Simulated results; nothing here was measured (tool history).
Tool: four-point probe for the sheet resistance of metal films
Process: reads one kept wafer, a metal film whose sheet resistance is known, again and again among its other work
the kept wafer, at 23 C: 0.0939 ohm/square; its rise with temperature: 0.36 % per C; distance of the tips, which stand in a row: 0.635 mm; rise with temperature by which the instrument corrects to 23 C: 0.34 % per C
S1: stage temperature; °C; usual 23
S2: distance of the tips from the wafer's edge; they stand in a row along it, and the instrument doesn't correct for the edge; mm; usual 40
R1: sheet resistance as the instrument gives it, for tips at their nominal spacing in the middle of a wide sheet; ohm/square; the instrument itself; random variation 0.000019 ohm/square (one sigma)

Run 1, hour 0: usual settings. Result: R1 0.094309 ohm/square.
Run 2, hour 130.7: usual settings but S1 19 °C. Result: R1 0.094209 ohm/square.
Run 3, hour 250.3: usual settings but S1 19 °C. Result: R1 0.094241 ohm/square.
Run 4, hour 326.7: usual settings but S1 19 °C. Result: R1 0.094275 ohm/square.
Run 5, hour 389.7: usual settings. Result: R1 0.094351 ohm/square.
Run 6, hour 466: usual settings. Result: R1 0.094371 ohm/square.
Run 7, hour 573.2: usual settings. Result: R1 0.094414 ohm/square.
Run 8, hour 642.1: usual settings. Result: R1 0.094431 ohm/square.
Run 9, hour 751.5: usual settings. Result: R1 0.094404 ohm/square.
Run 10, hour 818.9: usual settings. Result: R1 0.094408 ohm/square.
Run 11, hour 921.9: usual settings. Result: R1 0.094462 ohm/square.
Run 12, hour 1026.5: usual settings but S1 33 °C. Result: R1 0.094755 ohm/square.
Run 13, hour 1114.8: usual settings but S1 33 °C. Result: R1 0.094735 ohm/square.
Run 14, hour 1179: usual settings but S1 33 °C. Result: R1 0.094746 ohm/square.
Run 15, hour 1261.6: usual settings but S1 27 °C, S2 4 mm. Result: R1 0.095857 ohm/square.
Run 16, hour 1391.7: usual settings but S1 27 °C, S2 4 mm. Result: R1 0.095861 ohm/square.
Run 17, hour 1465.7: usual settings but S1 19 °C, S2 72 mm. Result: R1 0.094397 ohm/square.
Run 18, hour 1532: usual settings but S1 19 °C, S2 72 mm. Result: R1 0.094424 ohm/square.
Run 19, hour 1628.2: usual settings but S1 19 °C, S2 8 mm. Result: R1 0.09475 ohm/square.
Run 20, hour 1724.5: usual settings but S1 34 °C, S2 51 mm. Result: R1 0.094838 ohm/square.

Forecast run 21:
Run 21, hour 1858.3: usual settings but S1 34 °C, S2 4 mm. Result: R1 ?.

Run 21 gave R1 0.096124 ohm/square.
Without the tool's hidden state the same run would have given R1 0.095429 ohm/square.
